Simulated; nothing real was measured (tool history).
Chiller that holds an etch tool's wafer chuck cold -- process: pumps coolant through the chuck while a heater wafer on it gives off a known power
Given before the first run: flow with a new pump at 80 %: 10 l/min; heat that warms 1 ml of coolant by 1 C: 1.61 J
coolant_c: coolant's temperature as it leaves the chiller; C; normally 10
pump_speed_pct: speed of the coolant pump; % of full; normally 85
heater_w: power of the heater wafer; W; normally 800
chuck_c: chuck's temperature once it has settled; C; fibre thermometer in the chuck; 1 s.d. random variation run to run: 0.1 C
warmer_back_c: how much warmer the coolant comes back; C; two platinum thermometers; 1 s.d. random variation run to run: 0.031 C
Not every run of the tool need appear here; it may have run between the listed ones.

{"run": 1, "hour": 0.0, "coolant_c": 10, "pump_speed_pct": 85, "heater_w": 800, "chuck_c": 15.9, "warmer_back_c": 2.74}
{"run": 2, "hour": 42.2, "coolant_c": 10, "pump_speed_pct": 85, "heater_w": 800, "chuck_c": 15.7, "warmer_back_c": 2.78}
{"run": 3, "hour": 91.9, "coolant_c": 10, "pump_speed_pct": 85, "heater_w": 713, "chuck_c": 15.2, "warmer_back_c": 2.44}
{"run": 4, "hour": 149.5, "coolant_c": 10, "pump_speed_pct": 85, "heater_w": 713, "chuck_c": 15.2, "warmer_back_c": 2.42}
{"run": 5, "hour": 210.7, "coolant_c": 10, "pump_speed_pct": 85, "heater_w": 713, "chuck_c": 15.2, "warmer_back_c": 2.44}
{"run": 6, "hour": 264.3, "coolant_c": 10, "pump_speed_pct": 85, "heater_w": 713, "chuck_c": 15.1, "warmer_back_c": 2.4}
{"run": 7, "hour": 327.5, "coolant_c": 10, "pump_speed_pct": 85, "heater_w": 800, "chuck_c": 15.8, "warmer_back_c": 2.69}
{"run": 8, "hour": 372.7, "coolant_c": 10, "pump_speed_pct": 85, "heater_w": 800, "chuck_c": 15.7, "warmer_back_c": 2.67}
{"run": 9, "hour": 429.0, "coolant_c": 5, "pump_speed_pct": 78, "heater_w": 800, "chuck_c": 11.0, "warmer_back_c": 2.91}
{"run": 10, "hour": 479.2, "coolant_c": 5, "pump_speed_pct": 78, "heater_w": 800, "chuck_c": 11.3, "warmer_back_c": 2.92}
{"run": 11, "hour": 517.2, "coolant_c": 4, "pump_speed_pct": 71, "heater_w": 772, "chuck_c": 10.3, "warmer_back_c": 3.13}
{"run": 12, "hour": 558.2, "coolant_c": 4, "pump_speed_pct": 77, "heater_w": 858, "chuck_c": 10.6, "warmer_back_c": 3.19}
{"run": 13, "hour": 605.7, "coolant_c": 16, "pump_speed_pct": 90, "heater_w": 800, "chuck_c": 21.6, "warmer_back_c": 2.41}

Below are 5 alternative next runs, each starting from the tool's condition after run 13. Predict each:
{"run": "A", "hour": 646.8, "coolant_c": 20, "pump_speed_pct": 96, "heater_w": 800, "chuck_c": "?", "warmer_back_c": "?"}
{"run": "B", "hour": 646.8, "coolant_c": 6, "pump_speed_pct": 67, "heater_w": 414, "chuck_c": "?", "warmer_back_c": "?"}
{"run": "C", "hour": 646.8, "coolant_c": 16, "pump_speed_pct": 65, "heater_w": 800, "chuck_c": "?", "warmer_back_c": "?"}
{"run": "D", "hour": 646.8, "coolant_c": 11, "pump_speed_pct": 90, "heater_w": 800, "chuck_c": "?", "warmer_back_c": "?"}
{"run": "E", "hour": 646.8, "coolant_c": 10, "pump_speed_pct": 85, "heater_w": 490, "chuck_c": "?", "warmer_back_c": "?"}

run=A chuck_c=25.2 warmer_back_c=2.28
run=B chuck_c=9.5 warmer_back_c=1.69
run=C chuck_c=23.1 warmer_back_c=3.56
run=D chuck_c=16.5 warmer_back_c=2.34
run=E chuck_c=13.6 warmer_back_c=1.47
Had the tool no hidden state, the same runs would have come out as:
run=A chuck_c=25.2 warmer_back_c=2.49
run=B chuck_c=9.4 warmer_back_c=1.90
run=C chuck_c=23.1 warmer_back_c=3.76
run=D chuck_c=16.5 warmer_back_c=2.55
run=E chuck_c=13.5 warmer_back_c=1.68
